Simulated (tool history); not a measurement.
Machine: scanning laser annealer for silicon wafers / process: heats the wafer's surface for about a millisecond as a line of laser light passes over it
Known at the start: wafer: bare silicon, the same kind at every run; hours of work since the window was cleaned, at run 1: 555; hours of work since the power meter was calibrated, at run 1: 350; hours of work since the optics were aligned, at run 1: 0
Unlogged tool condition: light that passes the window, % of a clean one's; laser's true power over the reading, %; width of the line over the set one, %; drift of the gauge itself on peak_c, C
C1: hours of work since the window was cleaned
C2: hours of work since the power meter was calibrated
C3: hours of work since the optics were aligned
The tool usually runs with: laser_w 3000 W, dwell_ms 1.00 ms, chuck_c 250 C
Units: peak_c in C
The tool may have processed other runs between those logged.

run 1 hour=0.0 | laser_w=3000 dwell_ms=1.00 chuck_c=250 | C1=555 C2=350 C3=0 | peak_c=1071
run 2 hour=72.2 | laser_w=3000 dwell_ms=1.00 chuck_c=250 | C1=595 C2=389 C3=40 | peak_c=1067
run 3 hour=156.0 | laser_w=3000 dwell_ms=1.00 chuck_c=226 | C1=641 C2=436 C3=86 | peak_c=1041
run 4 hour=198.7 | laser_w=3000 dwell_ms=1.00 chuck_c=226 | C1=665 C2=459 C3=110 | peak_c=1040
run 5 hour=266.7 | laser_w=3000 dwell_ms=1.15 chuck_c=250 | C1=702 C2=497 C3=147 | peak_c=1131
run 6 hour=346.9 | laser_w=3000 dwell_ms=1.24 chuck_c=250 | C1=746 C2=541 C3=191 | peak_c=1168
run 7 hour=427.7 | laser_w=2565 dwell_ms=1.24 chuck_c=250 | C1=791 C2=585 C3=236 | peak_c=1024
run 8 hour=497.4 | laser_w=2565 dwell_ms=1.24 chuck_c=250 | C1=829 C2=624 C3=274 | peak_c=1022
run 9 hour=562.5 | laser_w=2565 dwell_ms=1.24 chuck_c=250 | C1=865 C2=660 C3=310 | peak_c=1020
run 10 hour=605.9 | laser_w=3000 dwell_ms=1.00 chuck_c=250 | C1=889 C2=684 C3=334 | peak_c=1050
run 11 hour=648.4 | laser_w=2672 dwell_ms=1.00 chuck_c=250 | C1=912 C2=707 C3=357 | peak_c=956
run 12 hour=698.9 | laser_w=2672 dwell_ms=1.00 chuck_c=250 | C1=940 C2=735 C3=385 | peak_c=957
-- hour=774.7 window over the wafer cleaned
run 13 hour=782.7 | laser_w=2578 dwell_ms=1.00 chuck_c=250 | C1=4 C2=780 C3=430 | peak_c=963
run 14 hour=829.0 | laser_w=2578 dwell_ms=1.00 chuck_c=250 | C1=30 C2=806 C3=456 | peak_c=961
run 15 hour=882.1 | laser_w=2578 dwell_ms=1.00 chuck_c=250 | C1=59 C2=835 C3=485 | peak_c=960
run 16 hour=932.5 | laser_w=2578 dwell_ms=1.00 chuck_c=250 | C1=87 C2=863 C3=513 | peak_c=958
run 17 hour=987.0 | laser_w=2917 dwell_ms=1.00 chuck_c=284 | C1=117 C2=893 C3=543 | peak_c=1090
run 18 hour=1040.5 | laser_w=3000 dwell_ms=1.05 chuck_c=250 | C1=147 C2=922 C3=572 | peak_c=1102
run 19 hour=1082.4 | laser_w=3141 dwell_ms=1.17 chuck_c=241 | C1=170 C2=945 C3=596 | peak_c=1194
run 20 hour=1134.5 | laser_w=2916 dwell_ms=1.19 chuck_c=250 | C1=198 C2=974 C3=624 | peak_c=1141
run 21 hour=1198.4 | laser_w=2942 dwell_ms=0.98 chuck_c=245 | C1=234 C2=1009 C3=660 | peak_c=1043
run 22 hour=1250.7 | laser_w=2942 dwell_ms=0.98 chuck_c=245 | C1=262 C2=1038 C3=688 | peak_c=1041
run 23 hour=1294.7 | laser_w=3000 dwell_ms=1.00 chuck_c=281 | C1=287 C2=1062 C3=713 | peak_c=1104
run 24 hour=1368.0 | laser_w=3000 dwell_ms=1.00 chuck_c=281 | C1=327 C2=1103 C3=753 | peak_c=1097
run 25 hour=1414.7 | laser_w=3000 dwell_ms=1.00 chuck_c=227 | C1=353 C2=1128 C3=779 | peak_c=1044
run 26 hour=1465.2 | laser_w=3000 dwell_ms=0.85 chuck_c=231 | C1=381 C2=1156 C3=807 | peak_c=970
run 27 hour=1541.5 | laser_w=3137 dwell_ms=1.21 chuck_c=216 | C1=423 C2=1198 C3=849 | peak_c=1173
run 28 hour=1597.8 | laser_w=3137 dwell_ms=1.21 chuck_c=216 | C1=454 C2=1229 C3=880 | peak_c=1168
run 29 hour=1648.6 | laser_w=3137 dwell_ms=1.21 chuck_c=216 | C1=482 C2=1257 C3=908 | peak_c=1172

Alternative continuations, all from the tool just after run 29; predict every row:
run A hour=1721.8 | laser_w=3159 dwell_ms=1.00 chuck_c=250 | C1=522 C2=1298 C3=948 | peak_c=?
run B hour=1721.8 | laser_w=2894 dwell_ms=1.00 chuck_c=250 | C1=522 C2=1298 C3=948 | peak_c=?
run C hour=1721.8 | laser_w=3137 dwell_ms=0.94 chuck_c=231 | C1=522 C2=1298 C3=948 | peak_c=?
run D hour=1721.8 | laser_w=3297 dwell_ms=1.00 chuck_c=257 | C1=522 C2=1298 C3=948 | peak_c=?

run=A peak_c=1105
run=B peak_c=1027
run=C peak_c=1047
run=D peak_c=1153
Had the tool no hidden state, the same runs would have come out as:
run=A peak_c=1141
run=B peak_c=1060
run=C peak_c=1081
run=D peak_c=1190
